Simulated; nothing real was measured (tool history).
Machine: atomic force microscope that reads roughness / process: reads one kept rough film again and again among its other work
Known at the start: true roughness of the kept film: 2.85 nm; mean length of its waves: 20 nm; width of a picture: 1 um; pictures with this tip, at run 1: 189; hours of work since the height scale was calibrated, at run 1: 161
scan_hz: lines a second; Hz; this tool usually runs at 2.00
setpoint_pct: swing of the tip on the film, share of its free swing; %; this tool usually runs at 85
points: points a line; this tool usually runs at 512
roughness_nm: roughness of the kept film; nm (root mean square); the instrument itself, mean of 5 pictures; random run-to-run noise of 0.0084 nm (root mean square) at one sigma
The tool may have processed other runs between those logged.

run     day  scan_hz  setpoint_pct  points  pictures with this tip  hours of work since the height scale was calibrated  roughness_nm
  1   0.000     2.00            85     512                     189                                                  161         1.856
  2   0.488     2.00            85     692                     207                                                  167         1.856
  3   0.738     2.00            85     692                     216                                                  171         1.873
  4   1.254     2.00            85     692                     235                                                  177         1.861
  5   1.567     2.00            69     512                     247                                                  181         2.102
  6   1.825     2.00            69     512                     256                                                  185         2.105
  7   2.100     2.00            85     348                     266                                                  188         1.835
  8   2.621     2.00            85     348                     285                                                  195         1.826
  9   3.100     2.00            85     348                     303                                                  201         1.839
 10   3.354     2.00            72     348                     312                                                  205         2.060
 11   3.608     2.00            72     348                     321                                                  208         2.045
      4.054  -- new tip fitted
 12   4.225     2.00            72     348                       7                                                  216         2.054
 13   4.496     2.00            72     348                      16                                                  219         2.047
 14   4.992     2.00            72     348                      35                                                  226         2.042
 15   5.396     2.00            72     348                      49                                                  231         2.069
 16   5.688     3.34            72     348                      60                                                  235         1.888
 17   5.950     2.00            85     512                      70                                                  238         1.849
 18   6.446     2.00            85     512                      88                                                  244         1.863
 19   6.733     2.00            85     512                      98                                                  248         1.861
 20   6.983     1.23            85     512                     107                                                  251         2.008
 21   7.367     0.50            78     887                     121                                                  256         2.257
 22   7.958     2.00            85     318                     143                                                  264         1.833
 23   8.375     1.83            57     397                     158                                                  269         2.241
 24   8.629     1.83            57     397                     167                                                  273         2.242
 25   9.183     3.54            64     772                     187                                                  280         2.057
 26   9.521     3.54            64     772                     200                                                  284         2.068
 27   9.979     3.54            64     772                     216                                                  290         2.029
 28  10.300     2.00            85     435                     228                                                  294         1.839
 29  10.688     1.63            56     472                     242                                                  299         2.245
 30  10.958     1.63            56     472                     252                                                  303         2.263
 31  11.204     1.63            56     472                     261                                                  306         2.261
 32  11.654     1.48            60     787                     278                                                  312         2.267
 33  12.021     0.68            57     409                     291                                                  316         2.296
 34  12.371     0.68            57     409                     304                                                  321         2.297
 35  12.846     0.51            68     585                     321                                                  327         2.309
 36  13.125     0.51            68     319                     331                                                  331         2.256
     13.292  -- new tip fitted
 37  13.483     0.51            68     319                       7                                                  335         2.253
 38  13.979     2.62            74     613                      25                                                  342         1.944
 39  14.371     2.62            74     613                      40                                                  347         1.965
 40  14.892     2.62            74     613                      59                                                  353         1.976

Some steps in roughness_nm between neighbouring runs. How much of each would the tool show without its hidden state too (settings, what came in, random variation), and how much is left for the hidden state, with any gauge scatter that isn't in both results?
What the log doesn't record here: radius of the tip, nm; height scale over the true one, %; drift of the gauge itself on roughness_nm, %.
Run 11 -> 12: new tip fitted. roughness_nm +0.009 nm (root mean square): hidden state +0.008, all else +0.001.
Run 21 -> 22: scan_hz 0.50 -> 2.00, setpoint_pct 78 -> 85, points 887 -> 318. roughness_nm -0.424 nm (root mean square): hidden state +0.000, all else -0.424.
Run 22 -> 23: scan_hz 2.00 -> 1.83, setpoint_pct 85 -> 57, points 318 -> 397. roughness_nm +0.408 nm (root mean square): hidden state -0.001, all else +0.409.
Run 28 -> 29: scan_hz 2.00 -> 1.63, setpoint_pct 85 -> 56, points 435 -> 472. roughness_nm +0.406 nm (root mean square): hidden state -0.002, all else +0.408.
Run 36 -> 37: new tip fitted. roughness_nm -0.003 nm (root mean square): hidden state +0.009, all else -0.012.

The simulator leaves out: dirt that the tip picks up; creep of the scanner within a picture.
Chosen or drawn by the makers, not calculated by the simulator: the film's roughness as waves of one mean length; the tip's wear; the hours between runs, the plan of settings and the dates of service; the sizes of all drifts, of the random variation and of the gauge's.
